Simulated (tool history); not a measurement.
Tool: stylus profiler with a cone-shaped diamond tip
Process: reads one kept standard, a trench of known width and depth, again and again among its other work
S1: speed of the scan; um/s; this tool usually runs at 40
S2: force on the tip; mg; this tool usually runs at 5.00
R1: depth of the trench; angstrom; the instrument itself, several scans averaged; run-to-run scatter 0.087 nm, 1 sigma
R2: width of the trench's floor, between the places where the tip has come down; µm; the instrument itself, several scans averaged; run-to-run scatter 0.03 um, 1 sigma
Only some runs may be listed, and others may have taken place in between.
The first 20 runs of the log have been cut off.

run,day,S1,S2,R1,R2
21,25.000,40,5.00,5098.2,94.90
22,26.192,40,5.00,5097.3,94.91
23,26.967,20,3.16,5073.6,94.98
24,28.546,129,4.01,5084.2,94.61
25,29.450,129,6.37,5114.1,94.70
26,30.221,129,6.37,5114.0,94.57
27,31.033,33,4.53,5092.2,94.83
28,32.450,75,10.12,5151.1,94.76
29,33.762,75,10.12,5153.2,94.79
30,34.767,131,13.37,5181.7,94.71
31,35.617,21,3.31,5076.7,94.84
32,36.833,52,12.41,5173.0,94.83
33,38.475,55,12.41,5174.5,94.80
34,40.267,55,12.41,5174.0,94.79
35,41.488,55,12.41,5174.5,94.78
36,42.983,62,14.57,5195.1,94.81
37,44.450,90,4.80,5095.8,94.65
38,45.512,90,3.37,5077.4,94.52
39,47.308,40,11.30,5164.6,94.85
40,48.204,40,11.30,5166.9,94.84

Alternative continuations, all from the tool just after run 40; predict every row:
A,49.921,91,12.48,?,?
B,49.921,132,13.51,?,?
C,49.921,28,11.30,?,?
D,49.921,42,1.67,?,?
E,49.921,55,3.73,?,?

run,R1,R2
A,5177.3,94.65
B,5185.2,94.61
C,5165.9,94.80
D,5051.2,94.70
E,5082.5,94.60
With the hidden condition removed and each run's random variation left untouched, the same runs would have given:
run,R1,R2
A,5168.5,95.45
B,5176.3,95.41
C,5157.1,95.60
D,5042.6,95.50
E,5073.8,95.40
